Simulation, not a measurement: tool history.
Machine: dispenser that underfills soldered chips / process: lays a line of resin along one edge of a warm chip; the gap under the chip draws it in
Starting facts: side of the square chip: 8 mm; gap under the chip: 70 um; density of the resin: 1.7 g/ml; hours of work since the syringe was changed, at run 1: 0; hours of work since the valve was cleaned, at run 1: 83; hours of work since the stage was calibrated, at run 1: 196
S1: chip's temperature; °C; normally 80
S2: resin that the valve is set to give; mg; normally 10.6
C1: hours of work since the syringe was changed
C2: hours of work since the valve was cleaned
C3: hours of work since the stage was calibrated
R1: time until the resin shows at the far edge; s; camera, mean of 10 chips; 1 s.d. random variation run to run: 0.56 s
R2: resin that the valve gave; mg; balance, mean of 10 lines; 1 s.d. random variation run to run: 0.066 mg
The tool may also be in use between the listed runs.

run   hour  S1    S2  C1  C2   C3     R1     R2
  1      0  80  10.6   0  83  196   50.1   9.91
  2    5.2  76  10.6   3  87  199   70.7   9.91
       8.9  -- new syringe of resin
  3   14.2  67  10.6   4  93  205  102.9   9.86
      18.3  -- new syringe of resin
  4   23.2  67  10.6   3  98  211  101.8   9.84
      27.5  -- new syringe of resin
      32.4  -- dispensing valve cleaned and set on the balance
  5   36.7  67  10.6   5   3  219  113.4  10.52
      37.7  -- new syringe of resin
  6   42.6  80  11.8   3   7  223   55.3  11.79
      46.6  -- new syringe of resin
  7   48.9  80  11.8   2  11  227     52  11.75
      55.6  -- new syringe of resin
  8   56.6  80  11.8   1  16  232   50.2  11.78
      64.6  -- new syringe of resin
  9   67.6  80  11.8   2  23  239   52.5  11.62
      73.4  -- new syringe of resin
 10   79.5  80  11.8   4  31  247   56.9  11.52
      82.8  -- new syringe of resin
 11   86.5  80  11.8   2  35  251   54.4  11.48
      91.6  -- new syringe of resin
 12   98.1  73   9.1   4  43  259   85.6   8.75
     101.1  -- new syringe of resin
 13  103.6  93    10   2  46  262   31.8   9.63
     110.1  -- new syringe of resin
 14  112.1  80  12.9   1  52  268   52.1   12.5
     119.6  -- new syringe of resin
 15  123.6  84    11   3  59  275   46.7  10.38
     128.9  -- new syringe of resin
 16  129.8  89  10.6   1  63  279     35  10.11
     137.9  -- new syringe of resin
 17  140.1  80    10   1  70  286   53.9   9.51
     146.6  -- new syringe of resin
 18  147.1  68   9.9   0  74  290   88.2    9.4

Predict each of these 4 candidate next runs independently; none follows another, all start after run 18:
     155.5  -- new syringe of resin
  A  158.6  74  11.3   2  82  298   ?   ?
     155.5  -- new syringe of resin
  B  158.6  94  12.1   2  82  298   ?   ?
     155.5  -- new syringe of resin
  C  158.6  69  12.8   2  82  298   ?   ?
     155.5  -- new syringe of resin
  D  158.6  87   9.7   2  82  298   ?   ?

run    R1     R2
  A  69.5   10.6
  B    29  11.38
  C  86.9   12.1
  D  41.9   9.18
Stripped of hidden state, with their random variation kept, the same runs would have yielded:
run    R1     R2
  A  60.6  11.29
  B  25.5  12.12
  C  76.2  12.88
  D  36.3   9.77

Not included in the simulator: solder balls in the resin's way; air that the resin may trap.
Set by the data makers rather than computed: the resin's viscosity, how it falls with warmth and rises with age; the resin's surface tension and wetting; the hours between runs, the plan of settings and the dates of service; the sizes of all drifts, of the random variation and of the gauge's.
